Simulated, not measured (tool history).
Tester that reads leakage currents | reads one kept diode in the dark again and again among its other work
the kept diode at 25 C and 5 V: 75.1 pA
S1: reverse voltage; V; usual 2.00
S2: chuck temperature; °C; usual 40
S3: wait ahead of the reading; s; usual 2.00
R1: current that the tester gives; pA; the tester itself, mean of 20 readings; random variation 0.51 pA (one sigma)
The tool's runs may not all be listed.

{"run": 1, "hour": 0.0, "S1": 2.0, "S2": 40, "S3": 2.0, "R1": 169.76}
{"run": 2, "hour": 56.0, "S1": 2.0, "S2": 30, "S3": 2.0, "R1": 79.71}
{"run": 3, "hour": 118.8, "S1": 3.02, "S2": 40, "S3": 2.0, "R1": 198.32}
{"run": 4, "hour": 218.8, "S1": 3.02, "S2": 40, "S3": 2.0, "R1": 197.74}
{"run": 5, "hour": 321.3, "S1": 3.02, "S2": 40, "S3": 2.0, "R1": 198.61}
{"run": 6, "hour": 434.9, "S1": 3.02, "S2": 40, "S3": 2.0, "R1": 198.36}
{"run": 7, "hour": 508.5, "S1": 2.0, "S2": 44, "S3": 2.0, "R1": 226.84}
{"run": 8, "hour": 634.7, "S1": 2.0, "S2": 44, "S3": 2.0, "R1": 226.27}
{"run": 9, "hour": 744.8, "S1": 2.0, "S2": 44, "S3": 2.0, "R1": 227.88}
{"run": 10, "hour": 868.6, "S1": 3.77, "S2": 40, "S3": 2.0, "R1": 216.71}
{"hour": 978.9, "done": "probe card cleaned and baked"}
{"run": 11, "hour": 982.8, "S1": 1.31, "S2": 40, "S3": 2.0, "R1": 144.57}
{"run": 12, "hour": 1079.9, "S1": 1.29, "S2": 37, "S3": 2.0, "R1": 115.17}
{"run": 13, "hour": 1172.6, "S1": 1.66, "S2": 42, "S3": 5.4, "R1": 182.98}
{"run": 14, "hour": 1234.9, "S1": 1.66, "S2": 42, "S3": 5.4, "R1": 183.03}
{"run": 15, "hour": 1314.3, "S1": 3.92, "S2": 40, "S3": 0.99, "R1": 221.64}
{"run": 16, "hour": 1371.2, "S1": 3.92, "S2": 40, "S3": 0.99, "R1": 220.29}
{"run": 17, "hour": 1442.2, "S1": 7.59, "S2": 33, "S3": 0.87, "R1": 169.68}
{"run": 18, "hour": 1541.8, "S1": 3.89, "S2": 30, "S3": 0.87, "R1": 104.13}
{"run": 19, "hour": 1633.0, "S1": 1.21, "S2": 30, "S3": 4.3, "R1": 65.67}
{"run": 20, "hour": 1724.3, "S1": 2.0, "S2": 46, "S3": 1.76, "R1": 261.62}
{"run": 21, "hour": 1831.6, "S1": 2.0, "S2": 46, "S3": 1.76, "R1": 260.93}

3 ways to go on from here, each from the tool as it stands after run 21. What would each give?
{"run": "A", "hour": 1903.4, "S1": 2.0, "S2": 35, "S3": 1.76, "R1": "?"}
{"run": "B", "hour": 1903.4, "S1": 1.81, "S2": 40, "S3": 2.0, "R1": "?"}
{"run": "C", "hour": 1903.4, "S1": 2.0, "S2": 40, "S3": 0.43, "R1": "?"}

run=A R1=117.34
run=B R1=164.40
run=C R1=170.76
Without the tool's hidden state the same runs would have given:
run=A R1=117.16
run=B R1=164.16
run=C R1=170.52

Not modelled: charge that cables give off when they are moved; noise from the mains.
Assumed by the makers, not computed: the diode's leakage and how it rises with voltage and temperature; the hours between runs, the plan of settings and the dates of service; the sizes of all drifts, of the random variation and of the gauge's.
